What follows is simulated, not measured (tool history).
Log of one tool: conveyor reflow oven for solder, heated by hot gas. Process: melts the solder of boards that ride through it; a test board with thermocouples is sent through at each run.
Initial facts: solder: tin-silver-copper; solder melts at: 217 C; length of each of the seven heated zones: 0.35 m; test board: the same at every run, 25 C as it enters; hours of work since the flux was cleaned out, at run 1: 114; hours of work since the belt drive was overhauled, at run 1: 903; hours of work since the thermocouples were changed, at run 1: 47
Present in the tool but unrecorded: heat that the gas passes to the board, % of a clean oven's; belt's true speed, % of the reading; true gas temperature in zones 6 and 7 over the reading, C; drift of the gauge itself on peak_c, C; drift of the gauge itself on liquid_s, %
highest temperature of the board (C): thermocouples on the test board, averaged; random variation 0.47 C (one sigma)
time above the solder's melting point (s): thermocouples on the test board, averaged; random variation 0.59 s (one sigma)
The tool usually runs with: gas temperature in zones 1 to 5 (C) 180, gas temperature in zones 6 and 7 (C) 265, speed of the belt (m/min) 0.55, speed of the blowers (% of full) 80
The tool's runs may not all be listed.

run,hour,gas temperature in zones 1 to 5 (C),gas temperature in zones 6 and 7 (C),speed of the belt (m/min),speed of the blowers (% of full),hours of work since the flux was cleaned out,hours of work since the belt drive was overhauled,hours of work since the thermocouples were changed,highest temperature of the board (C),time above the solder's melting point (s)
1,0,180,265,0.55,80,114,903,47,252.6,59.6
# hour 47.8: belt drive overhauled, speed set with a stopwatch
2,78.1,180,265,0.55,80,172,24,106,252.3,59.6
3,110.3,180,260,0.55,80,198,49,131,248,57.3
4,177,180,255,0.55,80,250,102,183,243.7,53
# hour 208: flux residue cleaned out of gas plates and filters
5,229,180,260,0.55,80,17,139,220,248.3,56.8
6,291,180,260,0.55,80,65,187,269,247.9,56.7
7,358.9,180,265,0.55,80,119,241,323,253.6,59.7
8,425.1,180,265,0.55,80,171,293,375,252.1,60.7
9,472.3,180,265,0.55,71,208,330,412,250.4,59
10,542.3,180,265,0.55,71,263,385,467,249.8,58.6
# hour 553.7: flux residue cleaned out of gas plates and filters
11,590.7,180,265,0.534,80,29,419,501,253.1,62.8
12,653.8,180,265,0.534,80,79,469,551,253.3,61.8
13,712.6,180,265,0.534,80,125,515,597,253,62.2
14,761.1,180,265,0.534,80,163,553,635,253.5,62.2
15,821.7,180,265,0.534,80,211,601,683,252.3,62.4
16,880.4,180,265,0.534,80,257,647,729,252.8,63.8
# hour 902.1: flux residue cleaned out of gas plates and filters
17,937.7,180,278,0.534,53,28,688,770,256.9,63.1
18,998.5,194,257,0.658,53,76,736,818,237.2,40.1
19,1070.4,194,257,0.658,53,132,793,874,236.7,40.6
20,1116.4,180,255,0.55,62,169,829,910,240.8,49.3
21,1190.1,180,258,0.524,62,226,887,968,244.3,55.3
22,1233.8,183,265,0.55,56,261,921,1003,247.4,55.7
# hour 1247.9: flux residue cleaned out of gas plates and filters
# hour 1261.9: belt drive overhauled, speed set with a stopwatch
23,1293.9,183,265,0.55,56,33,25,1043,248,55.7

Forecast run 24:
24,1335.3,171,260,0.55,80,66,58,1076,?,?

{"run 24": {"highest temperature of the board (C)": 247.2, "time above the solder's melting point (s)": 53.1}}
The same run, on a tool lacking any hidden state, would have yielded highest temperature of the board (C) 247, time above the solder's melting point (s) 53.
